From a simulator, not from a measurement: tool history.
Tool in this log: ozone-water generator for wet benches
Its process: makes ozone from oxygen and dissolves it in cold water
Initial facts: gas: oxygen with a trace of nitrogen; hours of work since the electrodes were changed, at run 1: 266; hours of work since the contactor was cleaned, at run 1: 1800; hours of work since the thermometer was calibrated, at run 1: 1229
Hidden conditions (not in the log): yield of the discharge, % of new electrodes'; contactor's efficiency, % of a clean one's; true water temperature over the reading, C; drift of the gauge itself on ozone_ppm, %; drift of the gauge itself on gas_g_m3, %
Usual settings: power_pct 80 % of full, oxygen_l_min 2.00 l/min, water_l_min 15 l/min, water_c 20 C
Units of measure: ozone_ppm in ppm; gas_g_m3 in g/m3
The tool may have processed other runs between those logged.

run	hour	power_pct	oxygen_l_min	water_l_min	water_c	hours of work since the electrodes were changed	hours of work since the contactor was cleaned	hours of work since the thermometer was calibrated	ozone_ppm	gas_g_m3
1	0.0	80	2.00	15	20	266	1800	1229	18.2	295.4
2	42.2	80	2.00	15	20	296	1830	1260	18.0	295.1
3	66.9	80	2.00	19	20	314	1848	1277	14.0	292.8
4	107.9	80	2.00	15	20	344	1878	1307	18.0	295.3
5	135.8	80	2.00	15	20	365	1898	1328	18.0	292.4
6	156.7	80	2.00	15	20	380	1914	1343	18.1	291.0
7	191.0	80	2.00	15	20	405	1939	1368	18.0	294.5
8	220.3	80	2.00	15	20	426	1960	1389	17.9	293.8
9	257.5	80	2.00	15	20	453	1987	1416	17.9	294.0
10	300.3	80	2.00	15	20	484	2018	1447	17.9	293.8
11	319.7	90	2.00	15	20	498	2032	1461	19.2	315.9
12	349.8	80	2.00	15	27	520	2054	1483	16.6	291.0
13	392.1	80	2.00	15	27	551	2085	1514	16.4	293.5
14	421.5	57	2.00	15	20	572	2106	1535	14.2	235.2
15	441.5	57	2.00	15	20	587	2121	1550	14.2	233.7
16	461.2	80	2.00	15	19	601	2135	1564	17.7	291.5
17	485.1	80	2.00	15	20	618	2152	1582	17.6	292.9
18	519.7	60	2.00	10	20	644	2178	1607	21.5	241.3
19	563.3	60	2.00	10	20	675	2209	1638	21.2	239.3
20	593.9	60	2.00	10	20	698	2231	1661	21.2	238.6
21	626.7	60	2.00	10	20	721	2255	1685	21.4	240.1
22	663.2	80	2.00	9	14	748	2282	1711	30.2	289.4
23	682.2	80	2.00	15	25	762	2296	1725	16.3	290.8
24	705.3	80	2.00	10	26	779	2312	1742	23.7	290.4
# hour 708.9: water thermometer calibrated
25	726.4	55	2.04	9	20	794	2327	13	21.6	224.0
26	749.7	47	1.20	18	20	810	2344	30	9.4	280.4
27	777.5	80	2.00	15	22	831	2365	50	17.1	287.9
# hour 797.5: water thermometer calibrated, once more
28	816.2	80	2.00	10	20	858	2392	14	25.4	289.1
29	854.0	80	2.00	16	20	886	2420	41	16.5	289.5
30	890.4	80	2.00	17	20	912	2446	68	15.2	283.5
31	923.3	80	1.97	20	20	936	2470	92	12.6	288.4
32	957.2	80	1.97	20	20	961	2495	116	12.8	287.7
33	976.5	73	1.23	14	20	975	2509	130	16.9	366.7
34	1003.5	73	1.23	14	20	995	2529	150	16.5	364.5

Here are 3 independent what-if runs from the current tool condition. What would each one return?
A	1037.7	41	3.33	11	20	1020	2553	175	?	?
B	1037.7	50	2.24	11	20	1020	2553	175	?	?
C	1037.7	80	2.00	21	13	1020	2553	175	?	?

run	ozone_ppm	gas_g_m3
A	14.4	135.3
B	16.9	196.0
C	12.7	285.8
What these runs would have given with no unlogged condition in the tool:
run	ozone_ppm	gas_g_m3
A	15.7	138.8
B	18.4	202.2
C	14.2	298.4

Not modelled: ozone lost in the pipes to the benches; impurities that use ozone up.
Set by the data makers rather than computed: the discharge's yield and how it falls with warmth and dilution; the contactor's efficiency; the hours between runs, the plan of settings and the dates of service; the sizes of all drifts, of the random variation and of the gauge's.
